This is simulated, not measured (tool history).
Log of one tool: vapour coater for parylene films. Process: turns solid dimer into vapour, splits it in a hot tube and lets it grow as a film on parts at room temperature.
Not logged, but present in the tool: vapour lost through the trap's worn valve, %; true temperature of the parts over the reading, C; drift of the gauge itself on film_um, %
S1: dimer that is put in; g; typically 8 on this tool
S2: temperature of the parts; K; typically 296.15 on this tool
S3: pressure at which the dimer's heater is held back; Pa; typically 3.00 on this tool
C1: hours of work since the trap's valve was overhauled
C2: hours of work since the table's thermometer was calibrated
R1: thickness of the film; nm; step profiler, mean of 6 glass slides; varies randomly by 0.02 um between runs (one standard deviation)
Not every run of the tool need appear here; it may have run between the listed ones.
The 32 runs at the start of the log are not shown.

{"run": 33, "day": 20.85, "S1": 8, "S2": 297.15, "S3": 11.28, "C1": 236, "C2": 13, "R1": 970}
{"run": 34, "day": 21.771, "S1": 8, "S2": 289.15, "S3": 3.24, "C1": 247, "C2": 24, "R1": 1790}
{"run": 35, "day": 22.167, "S1": 8, "S2": 289.15, "S3": 5.95, "C1": 252, "C2": 29, "R1": 1570}
{"run": 36, "day": 22.625, "S1": 4, "S2": 289.15, "S3": 5.95, "C1": 258, "C2": 35, "R1": 790}
{"run": 37, "day": 23.162, "S1": 4, "S2": 289.15, "S3": 5.95, "C1": 264, "C2": 41, "R1": 760}
{"run": 38, "day": 23.667, "S1": 3, "S2": 289.15, "S3": 5.95, "C1": 271, "C2": 47, "R1": 580}
{"day": 23.979, "done": "trap's valve overhauled"}
{"run": 39, "day": 24.454, "S1": 3, "S2": 289.15, "S3": 5.95, "C1": 6, "C2": 55, "R1": 660}
{"run": 40, "day": 24.896, "S1": 6, "S2": 296.15, "S3": 3.0, "C1": 11, "C2": 61, "R1": 1100}
{"run": 41, "day": 25.7, "S1": 6, "S2": 296.15, "S3": 4.91, "C1": 21, "C2": 70, "R1": 1020}
{"run": 42, "day": 26.338, "S1": 6, "S2": 296.15, "S3": 4.91, "C1": 29, "C2": 78, "R1": 1000}
{"run": 43, "day": 26.725, "S1": 6, "S2": 296.15, "S3": 4.91, "C1": 34, "C2": 83, "R1": 990}

Forecast each of these 4 alternatives for the next run:
{"run": "A", "day": 27.108, "S1": 4, "S2": 296.15, "S3": 4.91, "C1": 38, "C2": 88, "R1": "?"}
{"run": "B", "day": 27.108, "S1": 12, "S2": 296.15, "S3": 4.91, "C1": 38, "C2": 88, "R1": "?"}
{"run": "C", "day": 27.108, "S1": 7, "S2": 288.15, "S3": 3.0, "C1": 38, "C2": 88, "R1": "?"}
{"run": "D", "day": 27.108, "S1": 8, "S2": 293.15, "S3": 8.64, "C1": 38, "C2": 88, "R1": "?"}

run=A R1=670
run=B R1=2020
run=C R1=1790
run=D R1=1360
With the hidden condition removed and each run's random variation left untouched, the same runs would have given:
run=A R1=670
run=B R1=2040
run=C R1=1820
run=D R1=1370
